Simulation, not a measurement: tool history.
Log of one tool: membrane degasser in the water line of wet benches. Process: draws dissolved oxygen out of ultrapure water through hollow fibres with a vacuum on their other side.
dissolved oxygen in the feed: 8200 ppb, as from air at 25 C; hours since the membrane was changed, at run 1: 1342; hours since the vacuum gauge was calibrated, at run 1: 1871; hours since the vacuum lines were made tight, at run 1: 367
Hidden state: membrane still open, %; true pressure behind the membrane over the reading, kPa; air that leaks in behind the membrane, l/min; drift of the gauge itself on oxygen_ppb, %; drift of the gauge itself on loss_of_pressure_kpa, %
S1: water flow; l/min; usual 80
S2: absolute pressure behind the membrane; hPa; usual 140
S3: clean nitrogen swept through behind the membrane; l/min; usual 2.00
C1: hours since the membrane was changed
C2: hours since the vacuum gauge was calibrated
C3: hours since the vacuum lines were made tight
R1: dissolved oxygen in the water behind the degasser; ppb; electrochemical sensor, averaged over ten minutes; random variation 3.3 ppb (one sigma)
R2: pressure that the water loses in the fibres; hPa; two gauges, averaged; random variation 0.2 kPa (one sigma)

run	hour	S1	S2	S3	C1	C2	C3	R1	R2
1	0.0	80	140	2.00	1342	1871	367	816.4	460.5
2	189.0	80	140	2.00	1531	2060	556	822.6	461.9
3	360.8	80	140	2.00	1703	2232	728	821.8	458.7
4	483.3	80	140	2.00	1825	2355	850	823.1	465.8
5	629.9	80	140	2.00	1972	2501	997	824.0	466.2
6	802.1	80	140	2.00	2144	2673	1169	824.9	467.6
7	959.0	80	140	2.00	2301	2830	1326	826.2	466.5
8	1054.7	80	140	2.00	2397	2926	1422	819.9	465.2
9	1238.0	80	140	2.00	2580	3109	1605	830.8	468.5
10	1426.9	80	140	2.00	2769	3298	1794	821.7	469.4
11	1602.3	80	140	2.00	2944	3474	1969	824.5	467.3
12	1690.2	72	140	2.00	3032	3562	2057	760.8	421.0
13	1813.3	72	192	2.00	3155	3685	2180	1074.6	421.0
14	1931.0	72	192	2.00	3273	3802	2298	1066.2	420.6
15	2057.5	72	192	2.00	3399	3929	2425	1078.1	422.4
16	2202.4	72	192	2.00	3544	4074	2569	1065.4	419.8
17	2346.4	72	192	2.00	3688	4218	2714	1073.3	422.4
18	2460.3	80	234	0.97	3802	4332	2827	2241.1	472.3
19	2576.4	55	165	1.05	3918	4448	2943	1201.9	321.5
20	2679.9	55	165	1.05	4022	4551	3047	1193.9	324.2
21	2824.6	55	165	1.05	4167	4696	3192	1190.5	328.4
22	2920.8	81	116	2.27	4263	4792	3288	612.2	475.3
23	3061.5	57	140	2.04	4404	4933	3429	621.9	334.0
24	3159.8	63	234	4.15	4502	5031	3527	667.1	371.1
25	3274.3	65	144	2.00	4616	5146	3641	727.7	383.4
26	3353.9	65	144	2.00	4696	5225	3721	732.7	384.1
27	3520.5	116	96	2.64	4863	5392	3888	619.0	685.7
# hour 3592.3: vacuum gauge calibrated
28	3616.4	77	140	2.00	4958	24	3983	783.9	454.1
29	3784.1	77	140	2.00	5126	192	4151	787.9	453.2
30	3898.6	80	328	0.84	5240	306	4265	3151.4	475.9
31	3990.5	80	328	0.84	5332	398	4357	3173.8	475.4
32	4156.7	80	123	2.00	5498	564	4523	697.1	478.9
33	4304.3	82	329	2.25	5646	712	4671	1818.8	487.8

3 ways to go on from here, each from the tool as it stands after run 33. What would each give?
A	4396.5	80	140	1.92	5738	804	4763	?	?
B	4396.5	82	329	3.41	5738	804	4763	?	?
C	4396.5	61	145	1.20	5738	804	4763	?	?

run	R1	R2
A	845.5	478.1
B	1348.1	488.4
C	998.1	362.8
Without the tool's hidden state the same runs would have given:
run	R1	R2
A	839.3	461.6
B	1341.4	471.6
C	994.1	350.3
